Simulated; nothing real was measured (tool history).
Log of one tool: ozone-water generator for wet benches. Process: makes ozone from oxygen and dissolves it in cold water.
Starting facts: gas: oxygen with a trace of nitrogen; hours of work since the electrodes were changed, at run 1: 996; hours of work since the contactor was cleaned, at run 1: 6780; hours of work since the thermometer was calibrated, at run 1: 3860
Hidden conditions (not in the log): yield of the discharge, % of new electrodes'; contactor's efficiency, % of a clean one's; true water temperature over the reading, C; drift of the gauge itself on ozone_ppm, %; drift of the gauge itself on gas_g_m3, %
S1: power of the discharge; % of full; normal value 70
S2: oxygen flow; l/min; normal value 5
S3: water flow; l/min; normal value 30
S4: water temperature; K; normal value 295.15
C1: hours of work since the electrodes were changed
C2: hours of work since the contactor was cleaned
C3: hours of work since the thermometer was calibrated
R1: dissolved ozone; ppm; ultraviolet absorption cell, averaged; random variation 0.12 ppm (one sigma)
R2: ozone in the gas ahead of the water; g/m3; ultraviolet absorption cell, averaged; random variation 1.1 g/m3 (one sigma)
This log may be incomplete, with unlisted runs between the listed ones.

{"run": 1, "hour": 0.0, "S1": 70, "S2": 5, "S3": 30, "S4": 295.15, "C1": 996, "C2": 6780, "C3": 3860, "R1": 11.7, "R2": 185.8}
{"run": 2, "hour": 115.2, "S1": 70, "S2": 6.2, "S3": 30, "S4": 295.15, "C1": 1079, "C2": 6863, "C3": 3943, "R1": 11.9, "R2": 164}
{"run": 3, "hour": 190.1, "S1": 70, "S2": 6.2, "S3": 30, "S4": 295.15, "C1": 1133, "C2": 6917, "C3": 3998, "R1": 11.9, "R2": 165.1}
{"run": 4, "hour": 264.4, "S1": 45, "S2": 5, "S3": 30, "S4": 295.15, "C1": 1187, "C2": 6971, "C3": 4051, "R1": 8.6, "R2": 133.1}
{"run": 5, "hour": 354.1, "S1": 45, "S2": 5, "S3": 30, "S4": 295.15, "C1": 1252, "C2": 7036, "C3": 4116, "R1": 8.4, "R2": 132.5}
{"run": 6, "hour": 520.2, "S1": 45, "S2": 5, "S3": 30, "S4": 295.15, "C1": 1371, "C2": 7156, "C3": 4236, "R1": 8.2, "R2": 132.7}
{"run": 7, "hour": 605.4, "S1": 45, "S2": 5, "S3": 30, "S4": 295.15, "C1": 1433, "C2": 7217, "C3": 4297, "R1": 8.4, "R2": 132}
{"hour": 623.6, "done": "contactor cleaned"}
{"run": 8, "hour": 685.7, "S1": 45, "S2": 5, "S3": 39, "S4": 295.15, "C1": 1488, "C2": 45, "C3": 4352, "R1": 6.6, "R2": 132.4}
{"run": 9, "hour": 794.9, "S1": 45, "S2": 8.99, "S3": 39, "S4": 291.15, "C1": 1567, "C2": 124, "C3": 4431, "R1": 6.8, "R2": 93.7}
{"run": 10, "hour": 963.9, "S1": 70, "S2": 8.89, "S3": 27, "S4": 295.15, "C1": 1689, "C2": 245, "C3": 4553, "R1": 12.1, "R2": 131.1}

5 options for the next run, each taken on its own from the tool as it stands now. Forecast them:
{"run": "A", "hour": 1097.7, "S1": 78, "S2": 8.89, "S3": 31, "S4": 295.15, "C1": 1785, "C2": 342, "C3": 4649, "R1": "?", "R2": "?"}
{"run": "B", "hour": 1097.7, "S1": 54, "S2": 5, "S3": 28, "S4": 301.15, "C1": 1785, "C2": 342, "C3": 4649, "R1": "?", "R2": "?"}
{"run": "C", "hour": 1097.7, "S1": 70, "S2": 3.5, "S3": 30, "S4": 295.15, "C1": 1785, "C2": 342, "C3": 4649, "R1": "?", "R2": "?"}
{"run": "D", "hour": 1097.7, "S1": 50, "S2": 8.89, "S3": 19, "S4": 300.15, "C1": 1785, "C2": 342, "C3": 4649, "R1": "?", "R2": "?"}
{"run": "E", "hour": 1097.7, "S1": 61, "S2": 5, "S3": 30, "S4": 302.15, "C1": 1785, "C2": 342, "C3": 4649, "R1": "?", "R2": "?"}

run=A R1=12 R2=142.3
run=B R1=9.2 R2=151.4
run=C R1=11.5 R2=229.8
run=D R1=10.5 R2=101.6
run=E R1=9.4 R2=165.6
Without the tool's hidden state the same runs would have given:
run=A R1=12.9 R2=144.4
run=B R1=9.9 R2=153
run=C R1=12.4 R2=232.8
run=D R1=11.3 R2=102.6
run=E R1=10.1 R2=167.6
